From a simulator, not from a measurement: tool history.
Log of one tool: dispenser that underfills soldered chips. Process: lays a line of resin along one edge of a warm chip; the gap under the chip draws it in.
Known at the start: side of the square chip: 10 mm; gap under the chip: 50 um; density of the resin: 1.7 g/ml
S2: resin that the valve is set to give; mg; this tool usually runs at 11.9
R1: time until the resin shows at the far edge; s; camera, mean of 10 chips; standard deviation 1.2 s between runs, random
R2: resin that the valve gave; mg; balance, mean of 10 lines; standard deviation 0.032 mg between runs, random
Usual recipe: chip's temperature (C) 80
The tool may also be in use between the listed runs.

run 1 hour=0 | chip's_temperature_(C)=80 S2=11.9 | R1=119.7 R2=11.46
-- hour=6.9 new syringe of resin
run 2 hour=7.4 | chip's_temperature_(C)=80 S2=11.9 | R1=113 R2=11.41
run 3 hour=11.9 | chip's_temperature_(C)=80 S2=11.9 | R1=140.4 R2=11.34
-- hour=14.8 new syringe of resin
run 4 hour=19.5 | chip's_temperature_(C)=80 S2=11.9 | R1=135.6 R2=11.37
-- hour=22.6 new syringe of resin
run 5 hour=25.6 | chip's_temperature_(C)=67 S2=11.9 | R1=229.1 R2=11.33
run 6 hour=29.4 | chip's_temperature_(C)=87 S2=11.9 | R1=115.8 R2=11.41
-- hour=30.7 new syringe of resin
run 7 hour=32.7 | chip's_temperature_(C)=87 S2=11.9 | R1=92.9 R2=11.35
run 8 hour=36.9 | chip's_temperature_(C)=87 S2=11.9 | R1=110.7 R2=11.29
-- hour=38.9 new syringe of resin
-- hour=39.9 dispensing valve cleaned and set on the balance
run 9 hour=43.4 | chip's_temperature_(C)=87 S2=15.2 | R1=93.9 R2=15.16
-- hour=48.1 new syringe of resin
run 10 hour=48.2 | chip's_temperature_(C)=87 S2=15.2 | R1=82 R2=15.14
run 11 hour=54.2 | chip's_temperature_(C)=80 S2=14 | R1=143.7 R2=13.96
-- hour=56.1 new syringe of resin
run 12 hour=60.4 | chip's_temperature_(C)=80 S2=11.9 | R1=132.5 R2=11.84
-- hour=64 new syringe of resin
run 13 hour=64.3 | chip's_temperature_(C)=80 S2=11.9 | R1=113.8 R2=11.85
run 14 hour=71.4 | chip's_temperature_(C)=80 S2=11.9 | R1=153 R2=11.82
-- hour=72.1 new syringe of resin
run 15 hour=75.4 | chip's_temperature_(C)=80 S2=13.8 | R1=123.9 R2=13.65
-- hour=79.9 new syringe of resin
run 16 hour=80.1 | chip's_temperature_(C)=80 S2=13.8 | R1=108.7 R2=13.62
run 17 hour=84.2 | chip's_temperature_(C)=80 S2=13.8 | R1=129.9 R2=13.63
-- hour=87.9 new syringe of resin
run 18 hour=90.3 | chip's_temperature_(C)=72 S2=11.9 | R1=170.5 R2=11.75
run 19 hour=93.4 | chip's_temperature_(C)=74 S2=12.6 | R1=178.7 R2=12.39
-- hour=95.7 new syringe of resin
run 20 hour=100.7 | chip's_temperature_(C)=74 S2=12.6 | R1=177.4 R2=12.36
-- hour=104 new syringe of resin
run 21 hour=107.8 | chip's_temperature_(C)=74 S2=15.4 | R1=161.4 R2=15.16
-- hour=111.9 new syringe of resin
run 22 hour=114.2 | chip's_temperature_(C)=69 S2=11.2 | R1=200.4 R2=10.91
run 23 hour=117.5 | chip's_temperature_(C)=80 S2=14.5 | R1=135.4 R2=14.12
-- hour=119.9 new syringe of resin
run 24 hour=120.8 | chip's_temperature_(C)=66 S2=10.3 | R1=225.8 R2=10
run 25 hour=125.1 | chip's_temperature_(C)=66 S2=10.3 | R1=272.8 R2=10.05
-- hour=127.7 new syringe of resin
run 26 hour=132.2 | chip's_temperature_(C)=95 S2=10.9 | R1=74.6 R2=10.63
-- hour=135.8 new syringe of resin
run 27 hour=136.4 | chip's_temperature_(C)=88 S2=12.6 | R1=80.3 R2=12.21
run 28 hour=142.2 | chip's_temperature_(C)=80 S2=12.3 | R1=142.5 R2=11.96
-- hour=143.8 new syringe of resin
run 29 hour=148.8 | chip's_temperature_(C)=80 S2=12.3 | R1=137.7 R2=11.88
-- hour=151.6 new syringe of resin
run 30 hour=156.1 | chip's_temperature_(C)=77 S2=11 | R1=157 R2=10.64
-- hour=159.7 new syringe of resin
run 31 hour=160.9 | chip's_temperature_(C)=84 S2=11.4 | R1=101.6 R2=11.01
-- hour=167.9 new syringe of resin
run 32 hour=168.3 | chip's_temperature_(C)=88 S2=14.6 | R1=76.4 R2=14.08
run 33 hour=174 | chip's_temperature_(C)=78 S2=10.9 | R1=157.2 R2=10.5
-- hour=175.9 new syringe of resin
run 34 hour=181 | chip's_temperature_(C)=78 S2=10.9 | R1=153.5 R2=10.46
-- hour=184 new syringe of resin
run 35 hour=188.7 | chip's_temperature_(C)=70 S2=10.6 | R1=211.8 R2=10.12

Each row is a separate what-if for the run after 35, all from the same tool condition, not one after another. Results?
-- hour=192 new syringe of resin
run A hour=194.3 | chip's_temperature_(C)=81 S2=15.2 | R1=? R2=?
-- hour=192 new syringe of resin
run B hour=194.3 | chip's_temperature_(C)=87 S2=14.3 | R1=? R2=?
-- hour=192 new syringe of resin
run C hour=194.3 | chip's_temperature_(C)=80 S2=11.5 | R1=? R2=?

run=A R1=110.6 R2=14.54
run=B R1=85.7 R2=13.68
run=C R1=120.7 R2=10.98
Stripped of hidden state, with their random variation kept, the same runs would have yielded:
run=A R1=108.5 R2=15.24
run=B R1=83.7 R2=14.34
run=C R1=117.3 R2=11.52
